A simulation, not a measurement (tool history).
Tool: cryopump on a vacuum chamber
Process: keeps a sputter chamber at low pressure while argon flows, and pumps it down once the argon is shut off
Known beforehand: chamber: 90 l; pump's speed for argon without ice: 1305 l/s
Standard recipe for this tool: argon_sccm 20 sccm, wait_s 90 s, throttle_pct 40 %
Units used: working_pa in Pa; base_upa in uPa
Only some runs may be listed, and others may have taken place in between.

Run 1, hour 0: usual settings. Result: working_pa 0.0698 Pa, base_upa 1.66 uPa.
Run 2, hour 31.3: usual settings. Result: working_pa 0.0694 Pa, base_upa 1.72 uPa.
Run 3, hour 63.5: usual settings. Result: working_pa 0.0701 Pa, base_upa 1.72 uPa.
Run 4, hour 82.1: usual settings. Result: working_pa 0.0705 Pa, base_upa 1.8 uPa.
At hour 113.3: pump warmed up, emptied and cooled again.
Run 5, hour 116.3: usual settings but argon_sccm 36 sccm. Result: working_pa 0.1173 Pa, base_upa 1.65 uPa.
Run 6, hour 150.2: usual settings but argon_sccm 36 sccm. Result: working_pa 0.1172 Pa, base_upa 1.66 uPa.
Run 7, hour 176.3: usual settings. Result: working_pa 0.0643 Pa, base_upa 1.73 uPa.
Run 8, hour 192.5: usual settings. Result: working_pa 0.0655 Pa, base_upa 1.66 uPa.
Run 9, hour 223.1: usual settings. Result: working_pa 0.0645 Pa, base_upa 1.73 uPa.
Run 10, hour 244.8: usual settings. Result: working_pa 0.0656 Pa, base_upa 1.76 uPa.
Run 11, hour 261.2: usual settings but wait_s 60 s. Result: working_pa 0.0647 Pa, base_upa 2.26 uPa.
Run 12, hour 278.7: usual settings but wait_s 60 s. Result: working_pa 0.0665 Pa, base_upa 2.18 uPa.
Run 13, hour 310: usual settings. Result: working_pa 0.0654 Pa, base_upa 1.74 uPa.
Run 14, hour 328: usual settings but throttle_pct 43 %. Result: working_pa 0.0617 Pa, base_upa 1.76 uPa.
Run 15, hour 346.1: usual settings but throttle_pct 43 %. Result: working_pa 0.0606 Pa, base_upa 1.77 uPa.
Run 16, hour 380.4: usual settings but throttle_pct 24 %. Result: working_pa 0.11 Pa, base_upa 1.81 uPa.
Run 17, hour 405.2: usual settings but wait_s 178 s. Result: working_pa 0.067 Pa, base_upa 1.19 uPa.
Run 18, hour 435.2: usual settings but argon_sccm 29 sccm, wait_s 178 s, throttle_pct 45 %. Result: working_pa 0.0851 Pa, base_upa 1.23 uPa.
Run 19, hour 459.3: usual settings but argon_sccm 12 sccm, throttle_pct 29 %. Result: working_pa 0.0536 Pa, base_upa 1.86 uPa.
Run 20, hour 479.3: usual settings but argon_sccm 12 sccm, throttle_pct 29 %. Result: working_pa 0.0549 Pa, base_upa 1.78 uPa.
Run 21, hour 494: usual settings but argon_sccm 38 sccm, wait_s 68 s, throttle_pct 20 %. Result: working_pa 0.2513 Pa, base_upa 2.21 uPa.
Run 22, hour 516.5: usual settings but argon_sccm 8 sccm, throttle_pct 44 %. Result: working_pa 0.0253 Pa, base_upa 1.85 uPa.
Run 23, hour 536.8: usual settings but argon_sccm 27 sccm, wait_s 40 s, throttle_pct 44 %. Result: working_pa 0.0823 Pa, base_upa 3.2 uPa.
Run 24, hour 565: usual settings but argon_sccm 16 sccm, wait_s 81 s, throttle_pct 60 %. Result: working_pa 0.037 Pa, base_upa 1.97 uPa.
Run 25, hour 599.8: usual settings but argon_sccm 18 sccm, wait_s 159 s, throttle_pct 28 %. Result: working_pa 0.0851 Pa, base_upa 1.32 uPa.
Run 26, hour 614.6: usual settings but argon_sccm 18 sccm, wait_s 159 s, throttle_pct 28 %. Result: working_pa 0.0868 Pa, base_upa 1.35 uPa.
Run 27, hour 633.6: usual settings but argon_sccm 22 sccm, wait_s 58 s. Result: working_pa 0.0734 Pa, base_upa 2.41 uPa.
Run 28, hour 666.9: usual settings but argon_sccm 22 sccm, wait_s 58 s. Result: working_pa 0.0752 Pa, base_upa 2.56 uPa.
Run 29, hour 697.1: usual settings but argon_sccm 22 sccm, wait_s 58 s. Result: working_pa 0.0739 Pa, base_upa 2.45 uPa.
Run 30, hour 718.1: usual settings but argon_sccm 19 sccm, wait_s 58 s. Result: working_pa 0.0645 Pa, base_upa 2.63 uPa.
Run 31, hour 747.2: usual settings but argon_sccm 32 sccm, throttle_pct 17 %. Result: working_pa 0.2495 Pa, base_upa 1.95 uPa.

5 options for the next run, each taken on its own from the tool as it stands now. Forecast them:
Run A, hour 779.2: usual settings but argon_sccm 16 sccm, wait_s 50 s, throttle_pct 48 %. Result: working_pa ?, base_upa ?.
Run B, hour 779.2: usual settings but argon_sccm 32 sccm, wait_s 117 s, throttle_pct 17 %. Result: working_pa ?, base_upa ?.
Run C, hour 779.2: usual settings but argon_sccm 9 sccm, wait_s 184 s, throttle_pct 31 %. Result: working_pa ?, base_upa ?.
Run D, hour 779.2: usual settings but argon_sccm 32 sccm, wait_s 53 s, throttle_pct 27 %. Result: working_pa ?, base_upa ?.
Run E, hour 779.2: usual settings but argon_sccm 13 sccm, throttle_pct 44 %. Result: working_pa ?, base_upa ?.

run  working_pa  base_upa
  A       0.046      2.84
  B      0.2485      1.69
  C      0.0375      1.37
  D      0.1593      2.76
  E      0.0401      1.95
What these runs would have given with no unlogged condition in the tool:
run  working_pa  base_upa
  A      0.0434      2.29
  B      0.2433      1.12
  C      0.0361       0.8
  D      0.1541       2.2
  E       0.038      1.39

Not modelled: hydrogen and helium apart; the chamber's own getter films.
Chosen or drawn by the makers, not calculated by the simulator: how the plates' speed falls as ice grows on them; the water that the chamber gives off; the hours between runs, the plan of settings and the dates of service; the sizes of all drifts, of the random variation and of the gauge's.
